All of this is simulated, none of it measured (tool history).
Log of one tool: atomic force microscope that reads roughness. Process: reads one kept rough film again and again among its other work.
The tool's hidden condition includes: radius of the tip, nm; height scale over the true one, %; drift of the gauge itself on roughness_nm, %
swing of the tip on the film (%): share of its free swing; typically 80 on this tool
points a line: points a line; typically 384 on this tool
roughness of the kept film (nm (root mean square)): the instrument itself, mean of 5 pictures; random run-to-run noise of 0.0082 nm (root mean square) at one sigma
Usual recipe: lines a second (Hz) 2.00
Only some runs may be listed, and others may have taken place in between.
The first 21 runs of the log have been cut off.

| run | day | lines a second (Hz) | swing of the tip on the film (%) | points a line | pictures with this tip | hours of work since the height scale was calibrated | roughness of the kept film (nm (root mean square)) |
|---|---|---|---|---|---|---|---|
| 22 | 45.704 | 2.00 | 80 | 384 | 88 | 1656 | 1.770 |
|  | 47.767 | new tip fitted |
| 23 | 49.104 | 2.00 | 80 | 384 | 34 | 1694 | 1.784 |
| 24 | 50.612 | 2.61 | 55 | 384 | 73 | 1710 | 1.974 |
| 25 | 52.400 | 1.71 | 57 | 384 | 119 | 1730 | 2.012 |
|  | 53.408 | new tip fitted |
| 26 | 53.896 | 1.71 | 57 | 384 | 13 | 1746 | 2.022 |
| 27 | 55.992 | 1.71 | 57 | 384 | 67 | 1769 | 2.013 |
| 28 | 58.392 | 3.99 | 80 | 870 | 128 | 1796 | 1.558 |
|  | 58.921 | new tip fitted |
| 29 | 61.217 | 3.39 | 80 | 318 | 59 | 1827 | 1.616 |
| 30 | 62.875 | 2.29 | 83 | 384 | 102 | 1845 | 1.686 |
|  | 64.704 | new tip fitted |
| 31 | 65.546 | 2.37 | 78 | 623 | 22 | 1874 | 1.746 |
| 32 | 68.688 | 2.37 | 78 | 623 | 103 | 1909 | 1.754 |
|  | 70.196 | new tip fitted |
| 33 | 71.425 | 2.37 | 68 | 965 | 31 | 1939 | 1.899 |
| 34 | 73.500 | 1.28 | 76 | 292 | 85 | 1962 | 1.908 |
|  | 75.829 | new tip fitted |
| 35 | 76.508 | 1.28 | 76 | 292 | 17 | 1995 | 1.913 |
| 36 | 78.754 | 1.28 | 76 | 292 | 75 | 2019 | 1.895 |
|  | 81.358 | new tip fitted |
| 37 | 82.171 | 1.28 | 76 | 292 | 21 | 2057 | 1.906 |
| 38 | 85.512 | 2.00 | 80 | 286 | 107 | 2094 | 1.768 |
|  | 87.012 | new tip fitted |
| 39 | 88.488 | 3.86 | 81 | 352 | 38 | 2126 | 1.540 |
| 40 | 90.283 | 3.59 | 59 | 635 | 84 | 2146 | 1.924 |
| 41 | 92.138 | 2.00 | 66 | 498 | 131 | 2166 | 1.922 |
|  | 92.671 | new tip fitted |
| 42 | 94.142 | 3.70 | 75 | 383 | 37 | 2188 | 1.667 |
| 43 | 95.954 | 3.70 | 75 | 383 | 84 | 2208 | 1.676 |
|  | 98.342 | new tip fitted |
| 44 | 98.704 | 1.34 | 88 | 705 | 9 | 2238 | 1.792 |
| 45 | 100.583 | 1.29 | 68 | 323 | 57 | 2259 | 1.982 |
|  | 103.850 | new tip fitted |
| 46 | 103.850 | 1.15 | 68 | 668 | 0 | 2295 | 1.985 |

Each row is a separate what-if for the run after 46, all from the same tool condition, not one after another. Results?
| A | 107.025 | 1.07 | 88 | 748 | 81 | 2330 | ? |
| B | 107.025 | 0.94 | 68 | 668 | 81 | 2330 | ? |
| C | 107.025 | 1.84 | 70 | 294 | 81 | 2330 | ? |
| D | 107.025 | 1.15 | 68 | 527 | 81 | 2330 | ? |

| run | roughness of the kept film (nm (root mean square)) |
|---|---|
| A | 1.835 |
| B | 1.995 |
| C | 1.905 |
| D | 1.961 |
Take away the tool's hidden state, keep each run's random variation, and the runs would have read:
| run | roughness of the kept film (nm (root mean square)) |
|---|---|
| A | 1.836 |
| B | 1.996 |
| C | 1.905 |
| D | 1.962 |

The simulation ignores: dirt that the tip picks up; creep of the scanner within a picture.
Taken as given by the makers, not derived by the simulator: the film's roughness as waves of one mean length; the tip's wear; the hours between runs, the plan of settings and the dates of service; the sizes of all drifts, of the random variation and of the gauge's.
